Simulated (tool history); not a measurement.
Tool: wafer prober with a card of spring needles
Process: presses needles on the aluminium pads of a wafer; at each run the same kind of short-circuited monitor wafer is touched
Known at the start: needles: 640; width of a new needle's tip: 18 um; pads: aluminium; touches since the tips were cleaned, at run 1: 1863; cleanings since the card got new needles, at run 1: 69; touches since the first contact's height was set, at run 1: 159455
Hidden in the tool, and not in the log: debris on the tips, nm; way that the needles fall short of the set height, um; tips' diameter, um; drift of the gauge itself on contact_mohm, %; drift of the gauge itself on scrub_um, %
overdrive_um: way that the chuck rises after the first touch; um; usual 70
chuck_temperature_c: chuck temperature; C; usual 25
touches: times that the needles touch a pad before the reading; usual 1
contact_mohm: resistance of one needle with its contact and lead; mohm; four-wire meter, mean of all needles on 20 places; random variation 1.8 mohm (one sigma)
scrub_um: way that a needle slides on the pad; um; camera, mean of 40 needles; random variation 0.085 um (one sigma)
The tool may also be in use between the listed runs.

run	day	overdrive_um	chuck_temperature_c	touches	touches since the tips were cleaned	cleanings since the card got new needles	touches since the first contact's height was set	contact_mohm	scrub_um
1	0	70	25	1	1863	69	159455	192	12.44
# day 0.088: tips cleaned on abrasive film
# day 0.417: tips cleaned on abrasive film
# day 0.833: tips cleaned on abrasive film
# day 1.162: tips cleaned on abrasive film
# day 1.579: tips cleaned on abrasive film
# day 1.992: tips cleaned on abrasive film
2	2.088	70	25	1	568	75	171955	188	12.12
# day 2.338: tips cleaned on abrasive film
# day 2.667: tips cleaned on abrasive film
# day 3.083: tips cleaned on abrasive film
# day 3.417: tips cleaned on abrasive film
# day 3.829: tips cleaned on abrasive film
3	3.921	70	30	1	564	80	182959	188	12.11
# day 4.171: tips cleaned on abrasive film
# day 4.588: tips cleaned on abrasive film
# day 5: tips cleaned on abrasive film
# day 5.417: tips cleaned on abrasive film
# day 5.829: tips cleaned on abrasive film
# day 6.242: tips cleaned on abrasive film
4	6.538	87	25	1	1774	86	198658	189	15.46
# day 6.621: tips cleaned on abrasive film
# day 6.954: tips cleaned on abrasive film
# day 7.367: tips cleaned on abrasive film
# day 7.783: tips cleaned on abrasive film
5	7.921	87	25	1	838	90	206952	184	15.28
# day 8.171: tips cleaned on abrasive film
# day 8.583: tips cleaned on abrasive film
# day 9: tips cleaned on abrasive film
# day 9.329: tips cleaned on abrasive film
# day 9.662: tips cleaned on abrasive film
6	9.825	87	25	1	988	95	218380	185	15.21
# day 10.075: tips cleaned on abrasive film
# day 10.488: tips cleaned on abrasive film
# day 10.904: tips cleaned on abrasive film
7	11.083	87	25	1	1099	98	225941	186	15.28
# day 11.254: tips cleaned on abrasive film
# day 11.667: tips cleaned on abrasive film
# day 12.083: tips cleaned on abrasive film
# day 12.412: tips cleaned on abrasive film
# day 12.5: tips cleaned on abrasive film, once more
# day 12.867: tips cleaned on abrasive film
8	12.867	70	116	1	0	104	236591	203	11.85
# day 13.2: tips cleaned on abrasive film
# day 13.529: tips cleaned on abrasive film
# day 13.625: height of the first contact set anew
# day 13.958: tips cleaned on abrasive film
9	14.017	70	116	1	354	107	2343	203	13.12
# day 14.346: tips cleaned on abrasive film
# day 14.762: tips cleaned on abrasive film
# day 15.175: tips cleaned on abrasive film
# day 15.508: tips cleaned on abrasive film
# day 15.921: tips cleaned on abrasive film
10	16.171	70	116	1	1498	112	15276	206	13.05
# day 16.254: tips cleaned on abrasive film
# day 16.671: tips cleaned on abrasive film
# day 17.004: tips cleaned on abrasive film
# day 17.333: tips cleaned on abrasive film
# day 17.75: tips cleaned on abrasive film
# day 18.079: tips cleaned on abrasive film
# day 18.496: tips cleaned on abrasive film
11	18.55	70	116	1	327	119	29530	202	12.97
# day 18.879: tips cleaned on abrasive film
# day 19.212: tips cleaned on abrasive film
# day 19.625: tips cleaned on abrasive film
# day 19.958: tips cleaned on abrasive film
# day 20.375: tips cleaned on abrasive film
12	20.379	70	116	1	45	124	40513	201	12.85
# day 20.712: tips cleaned on abrasive film
# day 21.046: tips cleaned on abrasive film
# day 21.458: tips cleaned on abrasive film
# day 21.871: tips cleaned on abrasive film
# day 22.288: tips cleaned on abrasive film
# day 22.617: tips cleaned on abrasive film
# day 22.975: tips cleaned on abrasive film
13	22.975	88	27	1	0	131	56060	179	16.34
# day 23.304: tips cleaned on abrasive film
# day 23.638: tips cleaned on abrasive film
# day 24.05: tips cleaned on abrasive film
# day 24.383: tips cleaned on abrasive film
# day 24.717: tips cleaned on abrasive film
# day 25.129: tips cleaned on abrasive film
# day 25.462: tips cleaned on abrasive film
14	25.642	54	61	1	1081	138	72055	205	9.93
# day 25.808: tips cleaned on abrasive film
# day 26.142: tips cleaned on abrasive film
# day 26.554: tips cleaned on abrasive film
# day 26.967: tips cleaned on abrasive film
# day 27.383: tips cleaned on abrasive film
15	27.504	88	25	1	741	143	83234	185	16.12
# day 27.754: tips cleaned on abrasive film
# day 28.167: tips cleaned on abrasive film
# day 28.5: tips cleaned on abrasive film
# day 28.917: tips cleaned on abrasive film
# day 29.246: tips cleaned on abrasive film
# day 29.662: tips cleaned on abrasive film
16	29.954	88	25	1	1790	149	97948	189	16.2
# day 30.042: tips cleaned on abrasive film
# day 30.375: tips cleaned on abrasive film
# day 30.708: tips cleaned on abrasive film
# day 31.121: tips cleaned on abrasive film
# day 31.454: tips cleaned on abrasive film
# day 31.783: tips cleaned on abrasive film
17	31.996	88	36	3	1283	155	110169	183	16.27
# day 32.162: tips cleaned on abrasive film
# day 32.496: tips cleaned on abrasive film
# day 32.912: tips cleaned on abrasive film
# day 33.242: tips cleaned on abrasive film
# day 33.658: tips cleaned on abrasive film
# day 33.988: tips cleaned on abrasive film
18	34.275	88	36	3	1744	161	123845	188	15.96
# day 34.362: tips cleaned on abrasive film
# day 34.775: tips cleaned on abrasive film
# day 35.192: tips cleaned on abrasive film
# day 35.525: tips cleaned on abrasive film
# day 35.929: tips cleaned on abrasive film
19	35.929	70	25	2	0	166	133733	183	12.52
# day 36.342: tips cleaned on abrasive film
# day 36.754: tips cleaned on abrasive film
# day 37.171: tips cleaned on abrasive film
# day 37.583: tips cleaned on abrasive film
# day 38: tips cleaned on abrasive film
# day 38.5: card fitted with new needles
20	38.733	70	25	2	1435	0	1435	188	13.12
# day 38.904: tips cleaned on abrasive film
# day 39.233: tips cleaned on abrasive film
# day 39.567: tips cleaned on abrasive film
# day 39.983: tips cleaned on abrasive film
# day 40.396: tips cleaned on abrasive film
# day 40.808: tips cleaned on abrasive film
# day 41.225: tips cleaned on abrasive film
21	41.333	70	25	2	663	7	17013	184	13.05
# day 41.583: tips cleaned on abrasive film
# day 41.917: tips cleaned on abrasive film
# day 42.329: tips cleaned on abrasive film
# day 42.662: tips cleaned on abrasive film
# day 43.067: tips cleaned on abrasive film
22	43.067	70	25	2	0	12	27409	184	13.07
# day 43.4: tips cleaned on abrasive film
# day 43.812: tips cleaned on abrasive film
# day 44.146: tips cleaned on abrasive film
# day 44.562: tips cleaned on abrasive film
# day 44.892: tips cleaned on abrasive film
23	45.208	74	25	1	1926	17	40273	193	13.75

4 ways to go on from here, each from the tool as it stands after run 23. What would each give?
# day 45.296: tips cleaned on abrasive film
# day 45.629: tips cleaned on abrasive film
# day 46.042: tips cleaned on abrasive film
# day 46.458: tips cleaned on abrasive film
# day 46.871: tips cleaned on abrasive film
# day 47.204: tips cleaned on abrasive film
# day 47.617: tips cleaned on abrasive film
A	47.717	57	31	1	603	24	55294	?	?
# day 45.296: tips cleaned on abrasive film
# day 45.629: tips cleaned on abrasive film
# day 46.042: tips cleaned on abrasive film
# day 46.458: tips cleaned on abrasive film
# day 46.871: tips cleaned on abrasive film
# day 47.204: tips cleaned on abrasive film
# day 47.617: tips cleaned on abrasive film
B	47.717	70	69	1	603	24	55294	?	?
# day 45.296: tips cleaned on abrasive film
# day 45.629: tips cleaned on abrasive film
# day 46.042: tips cleaned on abrasive film
# day 46.458: tips cleaned on abrasive film
# day 46.871: tips cleaned on abrasive film
# day 47.204: tips cleaned on abrasive film
# day 47.617: tips cleaned on abrasive film
C	47.717	70	62	1	603	24	55294	?	?
# day 45.296: tips cleaned on abrasive film
# day 45.629: tips cleaned on abrasive film
# day 46.042: tips cleaned on abrasive film
# day 46.458: tips cleaned on abrasive film
# day 46.871: tips cleaned on abrasive film
# day 47.204: tips cleaned on abrasive film
# day 47.617: tips cleaned on abrasive film
D	47.717	51	25	2	603	24	55294	?	?

run	contact_mohm	scrub_um
A	191	10.49
B	195	13.01
C	193	12.96
D	191	9.24
Without the tool's hidden state the same runs would have given:
run	contact_mohm	scrub_um
A	184	10.73
B	190	13.26
C	188	13.21
D	186	9.49
